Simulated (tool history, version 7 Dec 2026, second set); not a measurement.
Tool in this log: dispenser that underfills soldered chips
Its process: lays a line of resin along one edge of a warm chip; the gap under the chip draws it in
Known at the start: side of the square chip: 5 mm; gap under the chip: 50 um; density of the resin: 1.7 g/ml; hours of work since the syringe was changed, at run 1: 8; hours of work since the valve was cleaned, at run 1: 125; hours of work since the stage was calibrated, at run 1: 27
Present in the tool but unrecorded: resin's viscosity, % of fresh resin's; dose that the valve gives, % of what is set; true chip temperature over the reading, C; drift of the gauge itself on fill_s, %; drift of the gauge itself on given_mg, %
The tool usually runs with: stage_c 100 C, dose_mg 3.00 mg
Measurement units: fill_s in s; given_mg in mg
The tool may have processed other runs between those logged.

run	hour	stage_c	dose_mg	hours of work since the syringe was changed	hours of work since the valve was cleaned	hours of work since the stage was calibrated	fill_s	given_mg
1	0.0	100	3.00	8	125	27	52.5	2.77
# hour 2.0: new syringe of resin
2	6.8	100	3.00	4	129	32	41.4	2.79
# hour 9.0: dispensing valve cleaned and set on the balance
3	12.5	100	3.00	7	3	36	50.5	2.98
# hour 15.1: new syringe of resin
4	18.7	107	3.00	3	7	40	31.2	3.02
5	23.3	107	3.00	6	11	44	38.8	2.97
# hour 27.1: new syringe of resin
6	29.7	107	3.00	2	15	48	29.6	2.97
7	35.6	107	3.00	6	20	53	40.4	2.99
# hour 39.3: new syringe of resin
8	40.9	107	3.00	1	23	57	27.8	2.99
9	47.3	100	2.76	6	28	62	47.8	2.72
# hour 51.3: new syringe of resin
10	52.1	100	2.76	1	32	65	33.4	2.73
11	56.4	100	3.00	4	35	68	41.6	2.94
# hour 63.2: new syringe of resin
12	63.2	93	3.00	0	40	73	38.0	2.94
13	69.1	93	3.00	4	44	78	51.1	2.93
14	73.6	93	3.00	8	48	81	66.5	2.88
# hour 75.2: new syringe of resin
15	77.9	93	3.00	2	51	84	42.5	2.90
16	81.9	93	2.61	5	54	87	55.0	2.53
# hour 87.2: new syringe of resin
17	87.3	100	3.00	0	58	91	31.4	2.93
18	92.2	99	3.00	4	61	95	41.3	2.92
19	94.9	99	3.50	6	63	97	46.1	3.40
# hour 99.0: new syringe of resin
20	101.4	96	3.84	2	68	101	38.6	3.74
21	104.6	92	2.56	4	71	104	55.7	2.47
22	109.0	92	2.56	8	74	107	69.5	2.46
# hour 111.0: new syringe of resin
23	115.1	101	3.00	3	78	112	37.9	2.88
24	120.5	88	3.48	7	82	116	69.8	3.34
# hour 123.0: new syringe of resin
25	126.0	100	3.74	2	86	120	34.8	3.55
26	131.9	100	3.74	7	91	124	47.7	3.56
# hour 135.1: new syringe of resin
27	138.5	94	2.54	3	96	129	47.2	2.41
28	142.0	96	2.60	5	98	131	54.2	2.48
# hour 147.1: new syringe of resin
29	148.9	86	2.65	1	103	136	51.4	2.50
30	154.5	110	3.00	6	107	141	36.0	2.83
# hour 159.2: new syringe of resin
31	159.2	110	3.00	0	111	144	24.2	2.81
32	163.2	110	3.00	3	114	147	29.8	2.84
33	168.6	95	3.33	7	118	151	58.2	3.12
# hour 171.2: new syringe of resin
34	175.1	89	3.06	3	123	156	51.2	2.83
35	179.7	89	2.71	6	126	159	67.0	2.53

Here are 4 independent what-if runs from the current tool condition. What would each one return?
# hour 183.1: new syringe of resin
A	184.3	93	3.74	1	129	163	?	?
# hour 183.1: new syringe of resin
B	184.3	108	2.69	1	129	163	?	?
# hour 183.1: new syringe of resin
C	184.3	105	3.04	1	129	163	?	?
# hour 183.1: new syringe of resin
D	184.3	109	3.00	1	129	163	?	?

run	fill_s	given_mg
A	37.7	3.48
B	28.0	2.49
C	28.5	2.80
D	26.8	2.75
Take away the tool's hidden state, keep each run's random variation, and the runs would have read:
run	fill_s	given_mg
A	36.2	3.75
B	26.3	2.68
C	27.0	3.02
D	25.3	2.97
